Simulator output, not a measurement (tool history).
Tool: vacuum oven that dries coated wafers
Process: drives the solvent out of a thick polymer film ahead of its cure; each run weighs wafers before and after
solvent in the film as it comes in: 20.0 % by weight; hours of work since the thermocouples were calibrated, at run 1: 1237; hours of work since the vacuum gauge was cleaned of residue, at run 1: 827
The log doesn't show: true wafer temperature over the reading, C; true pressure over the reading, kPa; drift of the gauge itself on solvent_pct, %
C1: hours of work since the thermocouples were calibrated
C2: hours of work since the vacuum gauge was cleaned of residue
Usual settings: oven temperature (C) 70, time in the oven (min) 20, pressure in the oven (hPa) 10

{"run": 1, "hour": 0.0, "oven temperature (C)": 70, "time in the oven (min)": 20, "pressure in the oven (hPa)": 10, "C1": 1237, "C2": 827, "solvent left in the film (%)": 2.42}
{"run": 2, "hour": 45.6, "oven temperature (C)": 70, "time in the oven (min)": 20, "pressure in the oven (hPa)": 10, "C1": 1265, "C2": 856, "solvent left in the film (%)": 2.39}
{"run": 3, "hour": 75.8, "oven temperature (C)": 70, "time in the oven (min)": 20, "pressure in the oven (hPa)": 10, "C1": 1284, "C2": 875, "solvent left in the film (%)": 2.52}
{"run": 4, "hour": 110.7, "oven temperature (C)": 70, "time in the oven (min)": 20, "pressure in the oven (hPa)": 10, "C1": 1306, "C2": 897, "solvent left in the film (%)": 2.34}
{"hour": 138.2, "done": "oven's thermocouples calibrated"}
{"run": 5, "hour": 141.6, "oven temperature (C)": 70, "time in the oven (min)": 20, "pressure in the oven (hPa)": 10, "C1": 2, "C2": 915, "solvent left in the film (%)": 2.39}
{"run": 6, "hour": 182.3, "oven temperature (C)": 70, "time in the oven (min)": 20, "pressure in the oven (hPa)": 10, "C1": 28, "C2": 940, "solvent left in the film (%)": 2.42}
{"run": 7, "hour": 211.1, "oven temperature (C)": 70, "time in the oven (min)": 20, "pressure in the oven (hPa)": 14.1, "C1": 46, "C2": 959, "solvent left in the film (%)": 3.07}
{"run": 8, "hour": 247.1, "oven temperature (C)": 70, "time in the oven (min)": 20, "pressure in the oven (hPa)": 10, "C1": 69, "C2": 981, "solvent left in the film (%)": 2.51}
{"run": 9, "hour": 300.5, "oven temperature (C)": 70, "time in the oven (min)": 31, "pressure in the oven (hPa)": 10, "C1": 102, "C2": 1015, "solvent left in the film (%)": 1.8}

The next listed run, before its measurement:
{"run": 10, "hour": 333.4, "oven temperature (C)": 70, "time in the oven (min)": 31, "pressure in the oven (hPa)": 10, "C1": 123, "C2": 1036, "solvent left in the film (%)": "?"}

solvent left in the film (%): 1.69
Without the tool's hidden state the same run would have given solvent left in the film (%) 1.69.
